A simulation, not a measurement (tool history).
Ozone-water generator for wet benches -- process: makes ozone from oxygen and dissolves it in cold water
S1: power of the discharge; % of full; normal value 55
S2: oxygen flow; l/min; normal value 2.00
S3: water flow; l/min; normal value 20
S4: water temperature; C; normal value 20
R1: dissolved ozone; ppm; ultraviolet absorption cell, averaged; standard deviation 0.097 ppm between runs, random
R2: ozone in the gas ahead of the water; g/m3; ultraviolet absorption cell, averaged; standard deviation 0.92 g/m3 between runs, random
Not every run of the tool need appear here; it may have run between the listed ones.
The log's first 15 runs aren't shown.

run    hour  S1    S2  S3  S4     R1     R2
 16  1146.5  85  2.00  20  18  11.21  176.1
 17  1251.4  43  3.31  13  22  11.10   90.4
 18  1318.3  90  2.00  20  18  11.58  178.8
 19  1422.9  55  1.13  19  12   8.83  202.2
 20  1506.0  76  1.13  19  13  10.35  232.6
 21  1566.6  55  2.00  17  20  10.29  139.3
     1571.7  -- water thermometer calibrated
 22  1628.0  55  2.00  17  20  10.11  139.8
 23  1686.3  55  2.00  17  20  10.10  138.4
 24  1761.3  55  2.00  17  20  10.15  137.8
 25  1817.1  55  2.00  17  20  10.07  138.2
 26  1927.2  93  2.14  13  16  17.15  169.8
     1990.1  -- water thermometer calibrated, once more
 27  2025.3  86  2.00  32  21   6.12  168.1
 28  2130.5  86  2.00  32  21   6.15  168.2
 29  2221.0  86  1.76  32  21   5.91  180.2
 30  2290.7  86  1.76  32  21   5.80  182.0
 31  2385.9  86  1.76  32  21   5.88  181.5
 32  2487.9  86  1.76  32  21   5.97  179.0

Branching from run 32: 5 alternative next runs. What would each branch give?
  A  2563.1  86  2.00  18  19   ?   ?
  B  2563.1  86  1.76  15  19   ?   ?
  C  2563.1  55  1.32  20  20   ?   ?
  D  2563.1  86  1.49  32  18   ?   ?
  E  2563.1  57  1.69  19  21   ?   ?

run     R1     R2
  A  11.38  165.5
  B  13.44  177.9
  C   7.78  177.1
  D   5.64  199.8
  E   8.54  150.7
Had the tool no hidden state, the same runs would have come out as:
run     R1     R2
  A  14.10  197.8
  B  16.54  212.8
  C   9.31  204.1
  D   7.13  238.8
  E  10.27  174.2
